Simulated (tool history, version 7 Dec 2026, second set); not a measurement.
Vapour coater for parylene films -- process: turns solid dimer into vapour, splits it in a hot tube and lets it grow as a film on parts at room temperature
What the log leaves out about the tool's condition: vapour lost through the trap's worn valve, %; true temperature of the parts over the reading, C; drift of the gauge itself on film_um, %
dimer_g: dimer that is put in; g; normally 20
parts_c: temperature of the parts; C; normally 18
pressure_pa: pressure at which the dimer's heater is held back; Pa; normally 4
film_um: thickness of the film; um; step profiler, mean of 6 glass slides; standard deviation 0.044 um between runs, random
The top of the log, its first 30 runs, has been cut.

run   hour  dimer_g  parts_c  pressure_pa  hours of work since the trap's valve was overhauled  hours of work since the table's thermometer was calibrated  film_um
     564.4  -- trap's valve overhauled
 31  579.1        8       15          8.4                                                   11                                                         528     2.13
 32  594.4       15       21         2.93                                                   22                                                         539     3.09
 33  608.8       16       21         2.13                                                   33                                                         550      3.4
 34  636.7       25       20        10.08                                                   53                                                         571     5.03
 35  654.8       25       20        10.08                                                   67                                                         584     5.09
 36  670.5       27       16            6                                                   78                                                         596     6.82
 37  689.1       13       15         7.07                                                   92                                                         609     3.29
 38  716.3        8       15         7.07                                                  112                                                         629     2.06
 39  736.4       20       12            4                                                  127                                                         644     5.57
 40    758       20       12            4                                                  143                                                         660     5.56
 41  778.4        9       10        11.35                                                  158                                                         675     2.41

What if the next run were any one of these 4? Each begins from the tool's condition after run 41:
  A  791.8       18       18            4                                                  168                                                         685        ?
  B  791.8        9       11         4.71                                                  168                                                         685        ?
  C  791.8       22       10        11.35                                                  168                                                         685        ?
  D  791.8       13       18            4                                                  168                                                         685        ?

run  film_um
  A     3.94
  B     2.47
  C     5.98
  D     2.78
The same runs, with their run-to-run variation unchanged, on a tool lacking any hidden condition would have given:
run  film_um
  A     4.37
  B     2.71
  C     6.56
  D     3.09

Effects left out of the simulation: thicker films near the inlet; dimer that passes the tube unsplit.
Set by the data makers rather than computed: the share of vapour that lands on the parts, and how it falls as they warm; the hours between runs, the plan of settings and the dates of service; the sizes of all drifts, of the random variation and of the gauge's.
